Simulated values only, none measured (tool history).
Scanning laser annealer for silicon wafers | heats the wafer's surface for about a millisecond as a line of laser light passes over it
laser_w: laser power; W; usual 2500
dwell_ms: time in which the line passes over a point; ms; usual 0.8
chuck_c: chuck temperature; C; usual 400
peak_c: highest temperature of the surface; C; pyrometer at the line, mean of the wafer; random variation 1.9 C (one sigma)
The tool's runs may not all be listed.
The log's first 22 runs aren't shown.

| run | hour | laser_w | dwell_ms | chuck_c | hours of work since the window was cleaned | hours of work since the power meter was calibrated | hours of work since the optics were aligned | peak_c |
|---|---|---|---|---|---|---|---|---|
| 23 | 159.2 | 2376 | 0.992 | 373 | 847 | 158 | 13 | 1166 |
|  | 167.6 | optics aligned, line set to its width, once more |
| 24 | 174.2 | 2376 | 0.992 | 373 | 851 | 162 | 3 | 1169 |
| 25 | 182.8 | 2376 | 0.576 | 429 | 855 | 166 | 6 | 1009 |
| 26 | 187.7 | 2376 | 0.753 | 429 | 857 | 168 | 8 | 1109 |
| 27 | 193.8 | 2376 | 0.753 | 429 | 860 | 170 | 11 | 1107 |
| 28 | 203 | 2376 | 0.753 | 429 | 863 | 174 | 15 | 1104 |
| 29 | 209.3 | 2342 | 0.606 | 398 | 866 | 177 | 17 | 987 |
| 30 | 213.8 | 2462 | 0.907 | 417 | 868 | 179 | 19 | 1202 |
|  | 216.6 | window over the wafer cleaned |
| 31 | 221.5 | 2468 | 0.613 | 417 | 2 | 181 | 22 | 1059 |
| 32 | 227.9 | 2468 | 0.834 | 417 | 5 | 184 | 24 | 1186 |
| 33 | 232.1 | 2468 | 0.834 | 417 | 6 | 185 | 26 | 1184 |
| 34 | 240.3 | 2301 | 0.758 | 380 | 10 | 189 | 30 | 1048 |
| 35 | 246.1 | 2301 | 0.758 | 380 | 12 | 191 | 32 | 1049 |
| 36 | 253.3 | 2301 | 0.993 | 385 | 15 | 194 | 35 | 1173 |
| 37 | 262.6 | 2301 | 0.762 | 383 | 19 | 198 | 39 | 1053 |
| 38 | 270.2 | 2231 | 0.778 | 433 | 22 | 201 | 42 | 1088 |
| 39 | 277.3 | 2231 | 0.778 | 433 | 25 | 204 | 45 | 1090 |
| 40 | 284.1 | 2139 | 0.786 | 421 | 28 | 207 | 48 | 1053 |
| 41 | 291.7 | 2607 | 0.684 | 421 | 31 | 210 | 51 | 1151 |

3 ways to go on from here, each from the tool as it stands after run 41. What would each give?
| A | 297.2 | 2165 | 0.994 | 394 | 34 | 213 | 53 | ? |
| B | 297.2 | 2381 | 0.885 | 435 | 34 | 213 | 53 | ? |
| C | 297.2 | 2645 | 0.684 | 411 | 34 | 213 | 53 | ? |

| run | peak_c |
|---|---|
| A | 1124 |
| B | 1193 |
| C | 1150 |
Without the tool's hidden state the same runs would have given:
| run | peak_c |
|---|---|
| A | 1132 |
| B | 1201 |
| C | 1158 |

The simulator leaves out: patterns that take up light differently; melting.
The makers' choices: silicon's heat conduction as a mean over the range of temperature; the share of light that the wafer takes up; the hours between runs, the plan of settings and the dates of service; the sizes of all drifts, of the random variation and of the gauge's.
